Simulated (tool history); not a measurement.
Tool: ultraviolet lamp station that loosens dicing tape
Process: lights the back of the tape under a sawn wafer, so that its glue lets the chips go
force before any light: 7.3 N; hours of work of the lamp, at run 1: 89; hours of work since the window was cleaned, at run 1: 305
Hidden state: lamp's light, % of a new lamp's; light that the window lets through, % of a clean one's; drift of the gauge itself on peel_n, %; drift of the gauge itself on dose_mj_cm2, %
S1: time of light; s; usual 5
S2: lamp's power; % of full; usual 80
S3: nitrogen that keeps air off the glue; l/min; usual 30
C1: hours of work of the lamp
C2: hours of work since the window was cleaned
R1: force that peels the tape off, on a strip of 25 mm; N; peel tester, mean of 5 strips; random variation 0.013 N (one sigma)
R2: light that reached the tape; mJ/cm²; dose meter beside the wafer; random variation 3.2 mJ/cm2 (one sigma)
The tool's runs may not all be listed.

run	hour	S1	S2	S3	C1	C2	R1	R2
1	0.0	5	80	30	89	305	0.743	455
2	10.9	5	82	30	97	313	0.722	471
3	25.2	5	82	30	107	323	0.740	465
4	37.1	5	82	30	115	332	0.760	467
5	56.2	5	80	23	129	345	1.033	447
6	70.5	5	80	23	139	355	0.998	448
7	86.3	5	80	41	150	366	0.639	443
8	103.0	5	80	41	162	378	0.615	439
9	115.4	5	80	53	171	387	0.526	445
10	126.0	8	80	30	178	394	0.278	703
11	143.7	5	80	30	191	407	0.870	434
12	153.0	5	80	23	197	413	1.052	438
13	173.0	5	80	30	211	428	0.874	429
14	185.4	5	80	30	220	436	0.886	434
15	194.9	5	80	30	227	443	0.878	430
16	215.2	5	80	30	241	457	0.847	429
# hour 217.0: window cleaned of glue's vapour
17	231.8	5	80	30	252	10	1.049	394
18	241.3	5	80	30	259	17	1.038	393
19	258.9	5	80	17	272	30	1.632	387
20	275.6	5	68	30	283	41	1.410	324
21	290.7	5	68	30	294	52	1.469	326
22	301.3	5	68	42	302	60	1.201	326
# hour 313.0: window cleaned of glue's vapour, once more
23	316.4	5	68	42	312	2	0.791	410
24	327.3	3	68	44	320	10	1.833	245
25	338.4	3	68	44	327	18	1.820	241
26	348.3	5	61	30	334	25	1.191	361
27	359.1	5	61	30	342	33	1.242	354
28	375.5	3	61	30	354	44	2.516	214
29	393.8	5	80	11	366	57	1.634	465
30	403.0	6	71	30	373	64	0.668	492
31	417.3	5	80	40	383	74	0.610	462
32	425.9	5	71	40	389	80	0.772	410
33	439.6	7	79	41	399	89	0.259	638
34	449.9	7	79	41	406	97	0.270	629
35	470.1	9	76	29	420	111	0.230	773
36	482.8	9	62	35	429	120	0.311	629
37	493.1	9	62	35	437	127	0.328	624
38	505.3	9	62	35	445	136	0.326	627
39	521.5	3	67	30	457	147	2.285	223
40	536.7	3	67	30	467	158	2.388	222
41	550.3	3	67	30	477	168	2.416	218
42	560.4	3	67	30	484	175	2.326	221
43	579.7	2	80	30	498	188	3.026	176

The same runs without the tool's hidden state, with the same run-to-run variation:
run	R1	R2
1	0.586	507
2	0.563	527
3	0.573	523
4	0.583	527
5	0.803	509
6	0.767	512
7	0.463	509
8	0.437	508
9	0.371	516
10	0.193	819
11	0.622	508
12	0.769	515
13	0.614	508
14	0.615	515
15	0.604	513
16	0.573	514
17	0.607	513
18	0.599	513
19	1.031	509
20	0.850	429
21	0.880	434
22	0.676	435
23	0.682	439
24	1.653	263
25	1.633	260
26	1.033	390
27	1.071	385
28	2.282	234
29	1.415	512
30	0.536	543
31	0.480	512
32	0.615	455
33	0.198	712
34	0.205	705
35	0.175	872
36	0.228	713
37	0.237	709
38	0.235	716
39	1.942	256
40	2.018	256
41	2.030	253
42	1.948	257
43	2.609	206

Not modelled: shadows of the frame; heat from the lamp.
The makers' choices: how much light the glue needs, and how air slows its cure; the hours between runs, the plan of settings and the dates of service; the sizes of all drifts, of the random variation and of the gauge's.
